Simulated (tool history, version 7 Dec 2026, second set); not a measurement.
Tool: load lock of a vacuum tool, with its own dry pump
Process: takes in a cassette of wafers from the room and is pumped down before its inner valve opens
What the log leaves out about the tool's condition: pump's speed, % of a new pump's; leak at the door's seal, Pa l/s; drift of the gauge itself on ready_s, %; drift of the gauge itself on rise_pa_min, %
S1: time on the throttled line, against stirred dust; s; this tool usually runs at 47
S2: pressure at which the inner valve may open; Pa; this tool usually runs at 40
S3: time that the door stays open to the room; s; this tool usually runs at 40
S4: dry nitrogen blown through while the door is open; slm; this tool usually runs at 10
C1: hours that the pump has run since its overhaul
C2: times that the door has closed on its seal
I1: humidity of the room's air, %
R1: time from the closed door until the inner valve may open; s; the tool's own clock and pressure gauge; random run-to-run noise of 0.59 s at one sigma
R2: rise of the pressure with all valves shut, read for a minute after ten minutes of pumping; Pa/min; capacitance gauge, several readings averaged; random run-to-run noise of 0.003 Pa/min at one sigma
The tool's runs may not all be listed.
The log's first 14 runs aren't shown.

{"run": 15, "hour": 928.9, "S1": 47, "S2": 40, "S3": 40, "S4": 7, "C1": 2759, "C2": 47650, "I1": 44.6, "R1": 86.3, "R2": 0.135}
{"run": 16, "hour": 1031.6, "S1": 35, "S2": 40, "S3": 40, "S4": 10, "C1": 2862, "C2": 48154, "I1": 43.9, "R1": 74.7, "R2": 0.13}
{"run": 17, "hour": 1107.3, "S1": 35, "S2": 40, "S3": 40, "S4": 10, "C1": 2937, "C2": 48526, "I1": 45.3, "R1": 75.8, "R2": 0.134}
{"run": 18, "hour": 1184.2, "S1": 35, "S2": 40, "S3": 40, "S4": 10, "C1": 3014, "C2": 48904, "I1": 43.4, "R1": 75.7, "R2": 0.135}
{"run": 19, "hour": 1265.4, "S1": 35, "S2": 50, "S3": 150, "S4": 27, "C1": 3096, "C2": 49303, "I1": 46.5, "R1": 74.1, "R2": 0.154}
{"run": 20, "hour": 1352.6, "S1": 25, "S2": 40, "S3": 40, "S4": 10, "C1": 3183, "C2": 49732, "I1": 45.2, "R1": 67.1, "R2": 0.139}
{"run": 21, "hour": 1417.3, "S1": 29, "S2": 40, "S3": 28, "S4": 10, "C1": 3248, "C2": 50050, "I1": 45.1, "R1": 70.4, "R2": 0.136}
{"run": 22, "hour": 1485.8, "S1": 47, "S2": 75, "S3": 157, "S4": 10, "C1": 3316, "C2": 50386, "I1": 46.9, "R1": 82.3, "R2": 0.178}
{"run": 23, "hour": 1529.6, "S1": 47, "S2": 56, "S3": 40, "S4": 20, "C1": 3360, "C2": 50601, "I1": 47.1, "R1": 83.2, "R2": 0.138}
{"run": 24, "hour": 1623.5, "S1": 47, "S2": 56, "S3": 40, "S4": 20, "C1": 3454, "C2": 51063, "I1": 43.1, "R1": 83.9, "R2": 0.129}
{"run": 25, "hour": 1665.2, "S1": 47, "S2": 44, "S3": 48, "S4": 10, "C1": 3495, "C2": 51268, "I1": 47.7, "R1": 84.4, "R2": 0.153}
{"run": 26, "hour": 1737.6, "S1": 47, "S2": 44, "S3": 48, "S4": 10, "C1": 3568, "C2": 51623, "I1": 44.5, "R1": 85.1, "R2": 0.148}
{"run": 27, "hour": 1822.5, "S1": 47, "S2": 40, "S3": 77, "S4": 8, "C1": 3653, "C2": 52040, "I1": 48.0, "R1": 85.3, "R2": 0.163}
{"run": 28, "hour": 1916.8, "S1": 78, "S2": 72, "S3": 41, "S4": 11, "C1": 3747, "C2": 52504, "I1": 42.7, "R1": 108.0, "R2": 0.146}

Forecast run 29:
{"run": 29, "hour": 1997.2, "S1": 78, "S2": 72, "S3": 225, "S4": 11, "C1": 3827, "C2": 52899, "I1": 44.8, "R1": "?", "R2": "?"}

Logged for run 29: R1 108.4 s, R2 0.191 Pa/min.
Had the tool carried no hidden state, the very same run would have given R1 106.7 s, R2 0.080 Pa/min.
